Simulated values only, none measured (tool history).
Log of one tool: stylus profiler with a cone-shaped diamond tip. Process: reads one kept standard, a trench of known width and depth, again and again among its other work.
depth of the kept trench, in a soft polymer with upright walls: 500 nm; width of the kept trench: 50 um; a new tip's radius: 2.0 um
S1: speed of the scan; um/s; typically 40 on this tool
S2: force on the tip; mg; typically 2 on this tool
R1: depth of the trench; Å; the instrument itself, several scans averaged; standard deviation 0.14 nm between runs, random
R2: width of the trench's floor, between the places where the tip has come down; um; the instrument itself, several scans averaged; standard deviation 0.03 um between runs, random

run   hour   S1    S2      R1     R2
  1      0   40     2  5065.2  46.95
  2     15  127     2  5063.1  46.72
  3     23   40     2  5063.2  46.95
  4   29.9   11     2    5063  47.02
  5   40.1   11     2    5064  46.97
  6   55.7   11     2  5065.5     47
  7   66.4   40  1.62  5057.1  46.92
  8   76.3   40  1.62    5056  46.92
  9   90.7   40  1.62  5056.6  46.83
 10   98.2   40  1.62  5053.4  46.87
 11  109.3   40  1.62  5056.8  46.84
     110.5  -- height scale calibrated on a step standard
 12  117.6   40  5.23  5124.7  46.94
 13  125.1   40  1.44  5047.9  46.89
 14  139.2  119   0.9    5034  46.54
 15  151.4   40  1.17  5041.3  46.84
 16  164.5  150  2.26  5066.6  46.59

What does the tool deliver on the next run?
 17   175  12  0.88   ?   ?

Run 17 came out at R1 5033 Å, R2 46.97 um.
With the hidden condition absent and the run-to-run variation left alone, this run would have shown R1 5041.2 Å, R2 47.35 um.

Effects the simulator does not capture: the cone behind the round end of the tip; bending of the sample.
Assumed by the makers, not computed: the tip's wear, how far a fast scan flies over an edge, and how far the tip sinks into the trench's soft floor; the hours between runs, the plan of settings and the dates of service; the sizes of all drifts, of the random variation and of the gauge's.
